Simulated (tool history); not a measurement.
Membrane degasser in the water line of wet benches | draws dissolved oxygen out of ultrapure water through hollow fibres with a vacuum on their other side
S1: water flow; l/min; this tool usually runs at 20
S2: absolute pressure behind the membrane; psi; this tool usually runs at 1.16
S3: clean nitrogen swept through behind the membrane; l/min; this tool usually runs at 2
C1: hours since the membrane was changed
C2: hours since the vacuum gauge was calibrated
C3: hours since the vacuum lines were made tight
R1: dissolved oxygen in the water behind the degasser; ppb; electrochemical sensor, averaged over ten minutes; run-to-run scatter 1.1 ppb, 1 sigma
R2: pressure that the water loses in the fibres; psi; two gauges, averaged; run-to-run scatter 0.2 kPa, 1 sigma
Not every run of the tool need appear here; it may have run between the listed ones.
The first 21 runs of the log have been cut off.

run,hour,S1,S2,S3,C1,C2,C3,R1,R2
22,828.2,25,1.385,0.84,1014,5964,6207,392,8.432
23,881.1,25,1.385,0.84,1067,6017,6260,397.7,8.47
24,940.8,25,1.385,0.84,1126,6076,6320,396,8.389
25,979.2,25,1.385,0.84,1165,6115,6358,402.2,8.417
26,1008.1,31,1.16,2,1194,6144,6387,198.1,10.501
27,1062.5,31,1.16,2,1248,6198,6442,198.1,10.428
28,1096.1,31,1.16,2,1282,6232,6475,196.6,10.414
29,1128.3,31,1.16,2,1314,6264,6507,197,10.363
30,1172.3,22,1.04,3.84,1358,6308,6551,63.9,7.398
31,1207,16,1.16,1.64,1392,6343,6586,112.8,5.413
32,1240.6,18,0.788,2.24,1426,6376,6620,45.3,6.1

Predict each of these 3 candidate next runs independently; none follows another, all start after run 32:
A,1282.8,20,1.073,2.84,1468,6418,6662,?,?
B,1282.8,24,0.788,2.24,1468,6418,6662,?,?
C,1282.8,22,1.265,1.49,1468,6418,6662,?,?

run,R1,R2
A,75.3,6.734
B,67.4,8.084
C,192.9,7.404
With no hidden state in the tool, these same runs would have given:
run,R1,R2
A,75.2,6.734
B,67.3,8.083
C,192.7,7.404
